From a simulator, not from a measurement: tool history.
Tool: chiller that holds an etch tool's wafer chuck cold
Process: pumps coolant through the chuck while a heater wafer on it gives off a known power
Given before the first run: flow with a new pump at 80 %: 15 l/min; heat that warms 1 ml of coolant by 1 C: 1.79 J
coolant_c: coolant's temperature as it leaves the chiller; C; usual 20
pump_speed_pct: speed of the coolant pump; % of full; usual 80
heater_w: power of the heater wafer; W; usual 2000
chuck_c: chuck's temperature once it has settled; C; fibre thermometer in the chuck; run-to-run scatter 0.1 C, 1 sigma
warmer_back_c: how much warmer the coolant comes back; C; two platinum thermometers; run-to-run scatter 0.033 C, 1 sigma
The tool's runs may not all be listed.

{"run": 1, "hour": 0.0, "coolant_c": 20, "pump_speed_pct": 80, "heater_w": 2000, "chuck_c": 31.7, "warmer_back_c": 4.57}
{"run": 2, "hour": 18.6, "coolant_c": 20, "pump_speed_pct": 80, "heater_w": 2000, "chuck_c": 31.9, "warmer_back_c": 4.58}
{"run": 3, "hour": 49.5, "coolant_c": 20, "pump_speed_pct": 80, "heater_w": 2000, "chuck_c": 31.8, "warmer_back_c": 4.58}
{"run": 4, "hour": 80.6, "coolant_c": 20, "pump_speed_pct": 80, "heater_w": 2000, "chuck_c": 32.0, "warmer_back_c": 4.58}
{"run": 5, "hour": 102.6, "coolant_c": 21, "pump_speed_pct": 80, "heater_w": 2000, "chuck_c": 32.8, "warmer_back_c": 4.55}
{"run": 6, "hour": 145.6, "coolant_c": 20, "pump_speed_pct": 80, "heater_w": 2581, "chuck_c": 35.4, "warmer_back_c": 5.91}
{"run": 7, "hour": 171.4, "coolant_c": 20, "pump_speed_pct": 64, "heater_w": 2000, "chuck_c": 34.2, "warmer_back_c": 5.78}
{"run": 8, "hour": 192.8, "coolant_c": 20, "pump_speed_pct": 64, "heater_w": 2000, "chuck_c": 34.4, "warmer_back_c": 5.82}
{"run": 9, "hour": 225.6, "coolant_c": 20, "pump_speed_pct": 64, "heater_w": 2000, "chuck_c": 34.3, "warmer_back_c": 5.89}
{"run": 10, "hour": 259.6, "coolant_c": 20, "pump_speed_pct": 80, "heater_w": 2081, "chuck_c": 32.4, "warmer_back_c": 4.81}
{"run": 11, "hour": 293.7, "coolant_c": 20, "pump_speed_pct": 80, "heater_w": 2000, "chuck_c": 31.8, "warmer_back_c": 4.63}
{"run": 12, "hour": 317.9, "coolant_c": 20, "pump_speed_pct": 80, "heater_w": 2000, "chuck_c": 31.9, "warmer_back_c": 4.64}
{"run": 13, "hour": 361.4, "coolant_c": 20, "pump_speed_pct": 80, "heater_w": 2000, "chuck_c": 32.0, "warmer_back_c": 4.61}
{"run": 14, "hour": 395.3, "coolant_c": 20, "pump_speed_pct": 80, "heater_w": 2000, "chuck_c": 32.0, "warmer_back_c": 4.57}
{"run": 15, "hour": 431.1, "coolant_c": 20, "pump_speed_pct": 80, "heater_w": 2000, "chuck_c": 32.1, "warmer_back_c": 4.64}
{"run": 16, "hour": 450.9, "coolant_c": 20, "pump_speed_pct": 80, "heater_w": 2000, "chuck_c": 32.0, "warmer_back_c": 4.63}
{"run": 17, "hour": 481.5, "coolant_c": 11, "pump_speed_pct": 80, "heater_w": 2365, "chuck_c": 25.1, "warmer_back_c": 5.5}
{"run": 18, "hour": 524.0, "coolant_c": 11, "pump_speed_pct": 80, "heater_w": 2365, "chuck_c": 25.4, "warmer_back_c": 5.45}
{"run": 19, "hour": 565.8, "coolant_c": 11, "pump_speed_pct": 88, "heater_w": 1812, "chuck_c": 21.0, "warmer_back_c": 3.78}
{"run": 20, "hour": 587.0, "coolant_c": 13, "pump_speed_pct": 80, "heater_w": 1622, "chuck_c": 22.6, "warmer_back_c": 3.75}
{"run": 21, "hour": 628.1, "coolant_c": 13, "pump_speed_pct": 80, "heater_w": 1622, "chuck_c": 22.9, "warmer_back_c": 3.78}
{"run": 22, "hour": 669.2, "coolant_c": 13, "pump_speed_pct": 80, "heater_w": 1622, "chuck_c": 22.8, "warmer_back_c": 3.74}

Run 23 comes next. What will it give?
{"run": 23, "hour": 693.3, "coolant_c": 19, "pump_speed_pct": 80, "heater_w": 1845, "chuck_c": "?", "warmer_back_c": "?"}

Run 23 yielded chuck_c 30.2 C, warmer_back_c 4.27 C.
The same run, on a tool lacking any hidden state, would have yielded chuck_c 29.6 C, warmer_back_c 4.09 C.

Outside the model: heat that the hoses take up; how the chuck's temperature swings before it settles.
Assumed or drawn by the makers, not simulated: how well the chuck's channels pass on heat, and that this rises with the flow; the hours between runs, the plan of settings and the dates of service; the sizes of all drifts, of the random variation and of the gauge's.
